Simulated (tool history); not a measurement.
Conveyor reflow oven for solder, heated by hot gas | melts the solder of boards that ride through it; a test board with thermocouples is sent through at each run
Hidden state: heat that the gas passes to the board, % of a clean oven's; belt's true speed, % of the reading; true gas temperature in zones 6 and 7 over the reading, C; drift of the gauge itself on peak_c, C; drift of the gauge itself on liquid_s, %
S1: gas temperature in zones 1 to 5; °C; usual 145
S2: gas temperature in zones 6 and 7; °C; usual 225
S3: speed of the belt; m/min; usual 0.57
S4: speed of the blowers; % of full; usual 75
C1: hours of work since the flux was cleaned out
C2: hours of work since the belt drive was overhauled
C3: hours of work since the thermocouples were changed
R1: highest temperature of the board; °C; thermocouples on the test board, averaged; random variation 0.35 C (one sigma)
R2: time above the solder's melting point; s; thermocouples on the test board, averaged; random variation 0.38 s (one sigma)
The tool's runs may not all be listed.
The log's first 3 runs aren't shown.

run 4 day=6.567 | S1=145 S2=225 S3=0.57 S4=75 | C1=198 C2=602 C3=594 | R1=214.7 R2=57.4
run 5 day=8.154 | S1=145 S2=225 S3=0.57 S4=75 | C1=219 C2=623 C3=614 | R1=214.8 R2=56.9
run 6 day=10.575 | S1=145 S2=225 S3=0.57 S4=59 | C1=251 C2=654 C3=646 | R1=211.5 R2=52.9
run 7 day=13.358 | S1=145 S2=225 S3=0.57 S4=75 | C1=288 C2=691 C3=683 | R1=214.8 R2=57.2
run 8 day=14.833 | S1=145 S2=225 S3=0.604 S4=75 | C1=307 C2=711 C3=703 | R1=212.9 R2=51.8
run 9 day=16.05 | S1=145 S2=225 S3=0.604 S4=75 | C1=323 C2=727 C3=719 | R1=213.4 R2=51.8
run 10 day=17.538 | S1=154 S2=225 S3=0.57 S4=75 | C1=343 C2=746 C3=738 | R1=216.4 R2=61.8
run 11 day=19.979 | S1=154 S2=225 S3=0.57 S4=75 | C1=375 C2=779 C3=771 | R1=215.5 R2=61.2
run 12 day=22.196 | S1=154 S2=225 S3=0.57 S4=75 | C1=404 C2=808 C3=800 | R1=216.2 R2=61.5
-- day=24.638 flux residue cleaned out of gas plates and filters
run 13 day=24.638 | S1=154 S2=225 S3=0.57 S4=75 | C1=0 C2=837 C3=829 | R1=215.1 R2=61.3
run 14 day=27.292 | S1=154 S2=225 S3=0.57 S4=75 | C1=35 C2=872 C3=864 | R1=216.2 R2=61.7
run 15 day=28.504 | S1=154 S2=225 S3=0.57 S4=75 | C1=51 C2=888 C3=880 | R1=215.9 R2=61.1
run 16 day=30.042 | S1=154 S2=225 S3=0.57 S4=75 | C1=71 C2=909 C3=900 | R1=216 R2=61.6
run 17 day=32.492 | S1=131 S2=214 S3=0.508 S4=75 | C1=104 C2=941 C3=933 | R1=205.4 R2=51
-- day=34.35 belt drive overhauled, speed set with a stopwatch
run 18 day=34.85 | S1=160 S2=221 S3=0.569 S4=75 | C1=133 C2=7 C3=962 | R1=213.3 R2=63.1
run 19 day=37.029 | S1=159 S2=221 S3=0.57 S4=75 | C1=161 C2=35 C3=990 | R1=213.2 R2=61.9
-- day=37.854 thermocouples of zones 6 and 7 changed
run 20 day=39.971 | S1=160 S2=231 S3=0.498 S4=67 | C1=199 C2=73 C3=28 | R1=222.9 R2=77.9
run 21 day=41.875 | S1=156 S2=225 S3=0.498 S4=63 | C1=224 C2=98 C3=53 | R1=216.5 R2=72.4
run 22 day=43.646 | S1=146 S2=222 S3=0.649 S4=63 | C1=247 C2=122 C3=76 | R1=206 R2=42

Run 23 comes next. What will it give?
run 23 day=45.15 | S1=146 S2=222 S3=0.649 S4=63 | C1=267 C2=141 C3=96 | R1=? R2=?

{"run 23": {"R1": 205.9, "R2": 41.4}}
Without the tool's hidden state the same run would have given R1 205.9 °C, R2 41.5 s.
